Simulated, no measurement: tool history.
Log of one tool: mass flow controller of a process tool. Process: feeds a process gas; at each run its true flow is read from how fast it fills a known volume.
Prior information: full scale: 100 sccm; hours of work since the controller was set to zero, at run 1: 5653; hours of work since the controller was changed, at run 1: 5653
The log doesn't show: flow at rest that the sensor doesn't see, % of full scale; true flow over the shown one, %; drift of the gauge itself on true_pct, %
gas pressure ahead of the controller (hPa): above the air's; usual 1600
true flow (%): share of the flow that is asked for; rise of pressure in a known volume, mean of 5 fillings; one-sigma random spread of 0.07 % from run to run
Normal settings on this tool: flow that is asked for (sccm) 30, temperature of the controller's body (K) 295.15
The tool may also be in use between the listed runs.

run    hour  flow that is asked for (sccm)  gas pressure ahead of the controller (hPa)  temperature of the controller's body (K)  hours of work since the controller was set to zero  hours of work since the controller was changed  true flow (%)
  1       0                             30                                        1600                                    295.15                                                5653                                            5653         100.67
  2   104.8                             30                                        1600                                    301.15                                                5726                                            5726         101.14
  3   279.5                             30                                        1600                                    301.15                                                5848                                            5848         101.21
  4   464.7                             30                                        1600                                    301.15                                                5977                                            5977         101.02
  5   646.8                             30                                        1600                                    301.15                                                6104                                            6104         101.15
  6   820.7                             58                                        1600                                    295.15                                                6225                                            6225          98.64
  7  1018.6                             58                                        1600                                    295.15                                                6363                                            6363          98.54
  8  1201.9                             30                                        1470                                    295.15                                                6490                                            6490         100.81
     1317.6  -- controller's zero set anew
  9  1352.2                             30                                        1470                                    295.15                                                  24                                            6595         104.09
 10  1498.5                             30                                        1470                                    295.15                                                 126                                            6697         104.12
 11  1588.8                             30                                        1470                                    310.15                                                 189                                            6760         105.31
 12  1786.2                             30                                        1470                                    310.15                                                 326                                            6897         105.41
 13  1944.5                             30                                        1470                                    310.15                                                 437                                            7007          105.4
 14    2042                             30                                        1470                                    310.15                                                 505                                            7075          105.4
 15  2246.7                             30                                        1470                                    310.15                                                 647                                            7218         105.38
     2422.8  -- controller's zero set anew, once more
 16  2439.6                             30                                        1430                                    310.15                                                  12                                            7352          96.42
 17  2655.7                             30                                        2620                                    295.15                                                 162                                            7503           96.2
 18  2804.8                             74                                        1600                                    295.15                                                 266                                            7607          95.41
 19  2935.6                             74                                        1600                                    295.15                                                 357                                            7698          95.61
 20  3109.9                             74                                        1600                                    295.15                                                 479                                            7819          95.46
 21  3280.6                             74                                        1600                                    295.15                                                 598                                            7938          95.48
 22  3460.7                             74                                        1600                                    295.15                                                 723                                            8064          95.38
 23  3613.1                             74                                        1600                                    295.15                                                 829                                            8170           95.4
 24  3749.1                             30                                        1600                                    295.15                                                 924                                            8265          95.47
 25    3840                             30                                        1600                                    295.15                                                 987                                            8328          95.55
 26  4006.8                             17                                        2460                                    297.15                                                1104                                            8444          96.87
 27    4173                             25                                        2360                                    307.15                                                1220                                            8560          97.29
 28  4364.5                             25                                        2360                                    307.15                                                1353                                            8693          97.38
 29  4574.7                             72                                        2040                                    297.15                                                1499                                            8840           95.7
 30  4706.2                             72                                        1920                                    300.15                                                1591                                            8931          95.91
     4723.7  -- controller exchanged for a calibrated one
 31  4923.9                             97                                        2690                                    303.15                                                 139                                             139         100.69
 32  5049.2                             30                                        1440                                    295.15                                                 227                                             227          98.66
 33  5226.2                             29                                        1880                                    295.15                                                 350                                             350          99.03
 34  5412.6                             10                                        1600                                    295.15                                                 480                                             480          99.36
 35  5599.7                             15                                        2610                                    304.15                                                 610                                             610         100.69
 36  5765.5                             67                                        1770                                    299.15                                                 726                                             726           99.4
 37  5889.7                             17                                        2310                                    295.15                                                 812                                             812          99.91
 38  6022.9                             90                                        1870                                    298.15                                                 905                                             905           99.4
 39  6240.5                             90                                        1870                                    298.15                                                1057                                            1057          99.44
 40  6387.3                             90                                        1870                                    298.15                                                1159                                            1159          99.16
 41  6572.1                             90                                        1870                                    298.15                                                1288                                            1288          99.17
 42  6703.5                             90                                        1870                                    298.15                                                1379                                            1379          99.23
 43  6904.9                             30                                        1780                                    309.15                                                1520                                            1520         100.47
 44  7076.6                             39                                        1580                                    295.15                                                1639                                            1639          98.78
 45  7190.8                             49                                        1580                                    295.15                                                1719                                            1719          98.69
 46    7335                             49                                        1580                                    295.15                                                1820                                            1820          98.74
 47    7445                             28                                        2100                                    295.15                                                1896                                            1896          99.57
 48  7544.9                             30                                        1900                                    310.15                                                1966                                            1966          100.7

Below are 4 alternative next runs, each starting from the tool's condition after run 48. Predict each:
  A  7664.1                             30                                        1900                                    311.15                                                2049                                            2049              ?
  B  7664.1                             26                                        1900                                    303.15                                                2049                                            2049              ?
  C  7664.1                             36                                        2010                                    308.15                                                2049                                            2049              ?
  D  7664.1                             49                                        1900                                    299.15                                                2049                                            2049              ?

run  true flow (%)
  A         100.85
  B         100.09
  C         100.37
  D           99.4
With no hidden state in the tool, these same runs would have given:
run  true flow (%)
  A         100.53
  B          99.53
  C         100.31
  D          99.69
